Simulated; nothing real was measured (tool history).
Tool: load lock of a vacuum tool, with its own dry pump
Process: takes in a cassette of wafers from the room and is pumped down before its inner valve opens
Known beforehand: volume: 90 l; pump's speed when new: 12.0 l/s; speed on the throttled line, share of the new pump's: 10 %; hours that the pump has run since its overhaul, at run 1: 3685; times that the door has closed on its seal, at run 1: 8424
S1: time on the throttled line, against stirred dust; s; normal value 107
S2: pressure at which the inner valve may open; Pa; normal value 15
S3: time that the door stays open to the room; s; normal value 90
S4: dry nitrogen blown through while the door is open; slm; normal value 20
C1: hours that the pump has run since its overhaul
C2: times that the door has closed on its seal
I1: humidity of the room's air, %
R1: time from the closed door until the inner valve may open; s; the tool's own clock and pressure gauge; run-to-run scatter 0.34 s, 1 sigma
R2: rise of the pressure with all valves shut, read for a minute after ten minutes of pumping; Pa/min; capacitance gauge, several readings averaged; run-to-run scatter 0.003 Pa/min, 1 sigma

run	day	S1	S2	S3	S4	C1	C2	I1	R1	R2
1	0	107	15	90	20	3685	8424	44.7	162.9	0.048
2	3.654	107	15	90	20	3772	8803	42.6	162.9	0.047
3	6.262	198	15	90	20	3835	9073	43.2	245.3	0.051
4	7.967	136	15	90	20	3876	9249	47.3	189.2	0.052
5	10	136	15	90	20	3925	9460	46	189.4	0.058
6	11.575	136	15	90	20	3962	9623	45.9	189.5	0.057
7	14.004	107	15	90	20	4021	9874	45.3	162.7	0.053
8	17.15	107	15	90	20	4096	10200	45.8	163.2	0.049
9	20.138	107	15	90	20	4168	10509	46.7	163.4	0.065
10	22.5	107	15	90	20	4225	10753	43	163.5	0.061
11	25.1	107	15	90	20	4287	11022	47.9	163.4	0.06
12	27.692	107	15	90	20	4349	11291	46.1	163.5	0.072
13	30.467	107	23	90	20	4416	11578	43.4	159.8	0.068
14	34.167	107	23	90	20	4505	11961	44.8	160	0.073
15	36.417	107	15	228	20	4559	12194	45.8	162.8	0.073
16	39.812	107	15	228	20	4640	12545	41.4	163.4	0.074
17	43.333	107	15	228	20	4725	12910	48	163.4	0.078
18	46.362	107	15	90	20	4797	13223	43.2	163.7	0.083
19	49.254	104	26	29	7	4867	13523	43.3	156	0.078
20	51.688	151	13	90	26	4925	13774	46.1	203.8	0.083
21	53.304	107	26	90	20	4964	13942	42.9	158.9	0.086
22	57.204	107	26	90	20	5057	14345	44.5	159	0.09
23	60.817	159	15	90	20	5144	14719	45.8	209.8	0.088
24	63.367	68	27	74	20	5205	14983	47.4	124.1	0.088
25	66.971	107	12	113	33	5292	15356	49.1	165.3	0.094
26	68.854	132	12	29	19	5337	15551	46.4	188.4	0.094
27	71.325	132	12	29	19	5396	15807	43.5	187.9	0.092
28	74.812	132	12	29	19	5480	16168	45	187.7	0.091
29	78.604	132	12	29	19	5571	16560	39.5	187.7	0.096
30	82.046	107	17	35	10	5654	16917	44.6	162.4	0.106
31	84.879	69	13	48	7	5722	17210	48.7	130.8	0.109
32	86.921	99	25	85	7	5771	17421	42.1	152.6	0.117
33	90.733	107	15	90	41	5862	17816	45.9	163.6	0.106
34	92.9	67	20	51	6	5914	18040	48.1	125.8	0.121
35	95.112	154	10	163	11	5967	18269	45.2	209.4	0.121
36	98.946	170	24	90	7	6059	18666	45.4	216.6	0.121

Each row is a separate what-if for the run after 36, all from the same tool condition, not one after another. Results?
A	101.617	74	24	94	20	6123	18942	45.2	?	?
B	101.617	81	12	45	7	6123	18942	47.9	?	?
C	101.617	170	23	121	7	6123	18942	41.5	?	?

run	R1	R2
A	130.7	0.118
B	142	0.12
C	216.7	0.131
Without the tool's unlogged condition, the same runs would have read:
run	R1	R2
A	129.2	0.016
B	140.3	0.016
C	215.4	0.027

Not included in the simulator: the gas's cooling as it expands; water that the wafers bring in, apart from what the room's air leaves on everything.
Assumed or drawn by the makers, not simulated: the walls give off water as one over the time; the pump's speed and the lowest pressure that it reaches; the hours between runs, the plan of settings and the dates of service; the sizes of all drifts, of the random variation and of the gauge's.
